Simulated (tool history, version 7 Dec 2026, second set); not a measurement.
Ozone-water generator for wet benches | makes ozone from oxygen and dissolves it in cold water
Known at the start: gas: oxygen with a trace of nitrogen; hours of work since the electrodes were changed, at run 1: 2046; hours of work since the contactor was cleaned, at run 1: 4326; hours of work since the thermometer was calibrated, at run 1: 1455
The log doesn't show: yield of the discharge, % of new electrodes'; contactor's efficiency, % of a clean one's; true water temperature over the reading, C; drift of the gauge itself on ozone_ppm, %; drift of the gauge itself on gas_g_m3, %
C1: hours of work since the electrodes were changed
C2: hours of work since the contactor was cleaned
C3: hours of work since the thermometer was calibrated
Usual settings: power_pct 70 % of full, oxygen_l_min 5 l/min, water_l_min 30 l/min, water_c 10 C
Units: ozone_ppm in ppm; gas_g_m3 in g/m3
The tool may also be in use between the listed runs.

Run 1, hour 0: usual settings; C1 2046; C2 4326; C3 1455. Result: ozone_ppm 17.2 ppm, gas_g_m3 203.6 g/m3.
Run 2, hour 51.3: usual settings; C1 2097; C2 4377; C3 1506. Result: ozone_ppm 16.6 ppm, gas_g_m3 203.9 g/m3.
Run 3, hour 80.6: usual settings; C1 2126; C2 4406; C3 1535. Result: ozone_ppm 16.7 ppm, gas_g_m3 205.6 g/m3.
Run 4, hour 125.8: usual settings but oxygen_l_min 3.06 l/min; C1 2171; C2 4451; C3 1580. Result: ozone_ppm 13.4 ppm, gas_g_m3 240.1 g/m3.
Run 5, hour 167.8: usual settings but oxygen_l_min 3.06 l/min; C1 2213; C2 4493; C3 1622. Result: ozone_ppm 13.3 ppm, gas_g_m3 238.2 g/m3.
Run 6, hour 209.9: usual settings but oxygen_l_min 3.06 l/min; C1 2255; C2 4535; C3 1663. Result: ozone_ppm 13.5 ppm, gas_g_m3 236.6 g/m3.
Run 7, hour 248.3: usual settings but oxygen_l_min 3.06 l/min; C1 2293; C2 4573; C3 1702. Result: ozone_ppm 13.3 ppm, gas_g_m3 235.8 g/m3.
Run 8, hour 274.3: usual settings but oxygen_l_min 3.06 l/min; C1 2319; C2 4599; C3 1727. Result: ozone_ppm 13.4 ppm, gas_g_m3 238.7 g/m3.
Run 9, hour 312: usual settings but oxygen_l_min 3.06 l/min; C1 2356; C2 4636; C3 1765. Result: ozone_ppm 13.4 ppm, gas_g_m3 237.1 g/m3.
Run 10, hour 355.8: usual settings but water_c 11 C; C1 2400; C2 4680; C3 1808. Result: ozone_ppm 16.3 ppm, gas_g_m3 203.9 g/m3.
Run 11, hour 386.4: usual settings; C1 2430; C2 4710; C3 1839. Result: ozone_ppm 16.5 ppm, gas_g_m3 202.1 g/m3.
Run 12, hour 431.5: usual settings; C1 2475; C2 4755; C3 1883. Result: ozone_ppm 16.4 ppm, gas_g_m3 201.3 g/m3.
Run 13, hour 465.8: usual settings; C1 2509; C2 4789; C3 1917. Result: ozone_ppm 16.4 ppm, gas_g_m3 202.1 g/m3.
Run 14, hour 520.7: usual settings; C1 2563; C2 4843; C3 1972. Result: ozone_ppm 16.6 ppm, gas_g_m3 202.9 g/m3.
Run 15, hour 550.2: usual settings but oxygen_l_min 4.01 l/min; C1 2593; C2 4873; C3 2001. Result: ozone_ppm 15.1 ppm, gas_g_m3 216.2 g/m3.
Run 16, hour 575.5: usual settings but power_pct 67 % of full, water_l_min 38 l/min; C1 2618; C2 4898; C3 2026. Result: ozone_ppm 12 ppm, gas_g_m3 194.7 g/m3.
At hour 584.4: contactor cleaned.
Run 17, hour 614.6: usual settings but power_pct 72 % of full, water_l_min 23 l/min; C1 2652; C2 30; C3 2061. Result: ozone_ppm 21.8 ppm, gas_g_m3 207.8 g/m3.
Run 18, hour 666.7: usual settings but oxygen_l_min 5.03 l/min, water_c 14 C; C1 2704; C2 82; C3 2113. Result: ozone_ppm 15.6 ppm, gas_g_m3 201.2 g/m3.
Run 19, hour 690.4: usual settings but oxygen_l_min 5.03 l/min, water_c 14 C; C1 2728; C2 105; C3 2136. Result: ozone_ppm 15.5 ppm, gas_g_m3 200.7 g/m3.
Run 20, hour 717.3: usual settings but oxygen_l_min 5.03 l/min, water_c 14 C; C1 2754; C2 132; C3 2163. Result: ozone_ppm 15.3 ppm, gas_g_m3 198.8 g/m3.
At hour 745.2: contactor cleaned, once more.
Run 21, hour 757.5: usual settings but water_c 9 C; C1 2790; C2 12; C3 2199. Result: ozone_ppm 17.4 ppm, gas_g_m3 201.7 g/m3.
Run 22, hour 785.5: usual settings but water_c 9 C; C1 2818; C2 40; C3 2227. Result: ozone_ppm 17.5 ppm, gas_g_m3 204.7 g/m3.
Run 23, hour 815.3: usual settings but water_c 9 C; C1 2848; C2 70; C3 2257. Result: ozone_ppm 17.5 ppm, gas_g_m3 202.4 g/m3.
Run 24, hour 851.7: usual settings but water_l_min 46 l/min; C1 2884; C2 106; C3 2293. Result: ozone_ppm 10.7 ppm, gas_g_m3 200.9 g/m3.
Run 25, hour 900.3: usual settings but oxygen_l_min 3.07 l/min, water_c 8 C; C1 2932; C2 154; C3 2341. Result: ozone_ppm 14.1 ppm, gas_g_m3 232.9 g/m3.
Run 26, hour 953.7: usual settings but power_pct 57 % of full, oxygen_l_min 8.56 l/min; C1 2985; C2 207; C3 2394. Result: ozone_ppm 17.3 ppm, gas_g_m3 140.9 g/m3.
Run 27, hour 984: usual settings but power_pct 100 % of full, oxygen_l_min 4.03 l/min, water_l_min 45 l/min, water_c 15 C; C1 3015; C2 237; C3 2424. Result: ozone_ppm 12.8 ppm, gas_g_m3 290.6 g/m3.
Run 28, hour 1008.3: usual settings but power_pct 77 % of full, oxygen_l_min 6.6 l/min, water_l_min 34 l/min, water_c 15 C; C1 3039; C2 261; C3 2448. Result: ozone_ppm 17.1 ppm, gas_g_m3 197.1 g/m3.
Run 29, hour 1058.1: usual settings but power_pct 66 % of full, oxygen_l_min 3.23 l/min, water_l_min 33 l/min, water_c 13 C; C1 3089; C2 311; C3 2498. Result: ozone_ppm 11.7 ppm, gas_g_m3 217.9 g/m3.
Run 30, hour 1081.8: usual settings but power_pct 49 % of full, oxygen_l_min 6.7 l/min, water_l_min 33 l/min, water_c 13 C; C1 3112; C2 334; C3 2521. Result: ozone_ppm 12.4 ppm, gas_g_m3 134.6 g/m3.

Forecast each of these 4 alternatives for the next run:
Run A, hour 1125.3: usual settings but power_pct 79 % of full; C1 3156; C2 377; C3 2564. Result: ozone_ppm ?, gas_g_m3 ?.
Run B, hour 1125.3: usual settings but water_l_min 44 l/min, water_c 14 C; C1 3156; C2 377; C3 2564. Result: ozone_ppm ?, gas_g_m3 ?.
Run C, hour 1125.3: usual settings but power_pct 57 % of full, oxygen_l_min 6.7 l/min, water_l_min 33 l/min; C1 3156; C2 377; C3 2564. Result: ozone_ppm ?, gas_g_m3 ?.
Run D, hour 1125.3: usual settings but power_pct 44 % of full, water_c 7 C; C1 3156; C2 377; C3 2564. Result: ozone_ppm ?, gas_g_m3 ?.

run  ozone_ppm  gas_g_m3
  A         19     221.8
  B       10.8     201.3
  C       14.4     153.9
  D       11.8     134.8
Without the tool's hidden state the same runs would have given:
run  ozone_ppm  gas_g_m3
  A       20.6     238.8
  B       11.6     215.2
  C       15.4     162.5
  D       12.3     140.1

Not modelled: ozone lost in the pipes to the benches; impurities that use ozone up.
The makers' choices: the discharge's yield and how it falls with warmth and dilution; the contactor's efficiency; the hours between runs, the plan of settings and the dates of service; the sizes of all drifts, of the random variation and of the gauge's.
